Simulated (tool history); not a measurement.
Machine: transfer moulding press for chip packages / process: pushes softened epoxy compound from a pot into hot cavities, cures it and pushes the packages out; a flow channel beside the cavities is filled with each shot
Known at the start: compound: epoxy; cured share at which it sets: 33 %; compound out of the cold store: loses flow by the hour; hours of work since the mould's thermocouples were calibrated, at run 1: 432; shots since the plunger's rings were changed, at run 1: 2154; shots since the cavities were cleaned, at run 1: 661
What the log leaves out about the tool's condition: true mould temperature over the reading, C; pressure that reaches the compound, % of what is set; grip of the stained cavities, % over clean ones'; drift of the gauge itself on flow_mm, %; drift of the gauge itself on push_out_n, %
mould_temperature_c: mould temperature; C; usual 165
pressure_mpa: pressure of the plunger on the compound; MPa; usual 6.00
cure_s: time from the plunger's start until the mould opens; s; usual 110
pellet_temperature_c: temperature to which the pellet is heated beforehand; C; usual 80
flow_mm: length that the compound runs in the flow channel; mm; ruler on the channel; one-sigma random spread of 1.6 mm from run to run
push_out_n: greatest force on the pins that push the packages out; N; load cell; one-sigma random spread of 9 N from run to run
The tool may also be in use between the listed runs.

run,hour,mould_temperature_c,pressure_mpa,cure_s,pellet_temperature_c,hours of work since the mould's thermocouples were calibrated,shots since the plunger's rings were changed,shots since the cavities were cleaned,incoming compound's hours out of the cold store,flow_mm,push_out_n
1,0.0,165,6.00,110,80,432,2154,661,43.7,496,747
2,24.4,165,6.00,110,80,448,2410,917,14.7,596,796
# hour 35.0: cavities cleaned with cleaning compound and waxed
3,43.4,165,6.00,149,80,459,2593,88,12.0,605,451
# hour 58.1: plunger's sealing rings changed
4,59.4,165,6.00,110,80,467,13,230,43.1,511,582
5,81.3,165,6.00,110,80,481,242,459,41.6,514,708
6,98.3,165,6.00,110,80,492,421,638,46.1,498,738
7,123.2,165,6.00,110,80,508,681,898,42.5,507,835
# hour 134.9: cavities cleaned with cleaning compound and waxed
8,143.9,165,6.00,110,80,521,883,94,40.8,515,483
9,171.7,165,6.58,110,80,538,1174,385,23.7,597,675
10,200.5,165,6.58,110,80,557,1476,687,37.1,544,771
# hour 231.7: cavities cleaned with cleaning compound and waxed
11,231.7,165,6.58,110,80,576,1788,0,45.1,515,402
12,259.4,165,6.00,110,85,594,2077,289,31.7,533,623
13,279.1,165,6.00,124,80,606,2285,497,45.0,491,662
14,293.3,164,6.00,110,80,615,2433,645,10.2,615,779
15,306.4,164,7.20,110,80,624,2571,783,33.5,576,787
16,319.9,165,6.00,109,76,633,2712,924,15.8,587,792
# hour 324.1: plunger's sealing rings changed
# hour 333.1: cavities cleaned with cleaning compound and waxed
17,354.7,165,6.00,115,80,652,305,226,9.1,635,596
18,383.9,165,6.00,110,70,671,611,532,16.4,602,735
19,405.6,165,6.00,110,71,685,839,760,42.8,507,786
20,423.8,160,6.41,110,80,697,1030,951,41.0,541,910
# hour 429.8: cavities cleaned with cleaning compound and waxed
21,451.9,166,4.98,110,88,714,1309,233,13.9,551,586
# hour 459.0: mould's thermocouples calibrated
22,475.7,166,4.85,98,83,11,1537,461,28.6,494,809
23,496.4,166,4.85,98,83,24,1754,678,24.0,508,879
24,519.4,166,4.85,98,83,39,1995,919,29.2,490,878
# hour 529.0: cavities cleaned with cleaning compound and waxed
25,549.0,158,6.07,95,72,57,2289,209,34.3,555,1039
26,573.9,160,4.87,95,82,73,2551,471,34.2,489,1097
# hour 593.9: plunger's sealing rings changed
27,598.2,173,7.48,132,76,87,45,699,18.3,648,733
# hour 629.7: cavities cleaned with cleaning compound and waxed
28,629.7,173,7.48,132,76,106,359,0,10.6,680,380

Here are 3 independent what-if runs from the current tool condition. What would each one return?
A,648.7,173,4.90,132,72,118,559,200,13.3,?,?
B,648.7,160,6.00,110,76,118,559,200,45.9,?,?
C,648.7,169,6.00,149,79,118,559,200,32.1,?,?

run,flow_mm,push_out_n
A,538,545
B,516,678
C,536,530
Had the tool no hidden state, the same runs would have come out as:
run,flow_mm,push_out_n
A,543,371
B,520,462
C,540,357
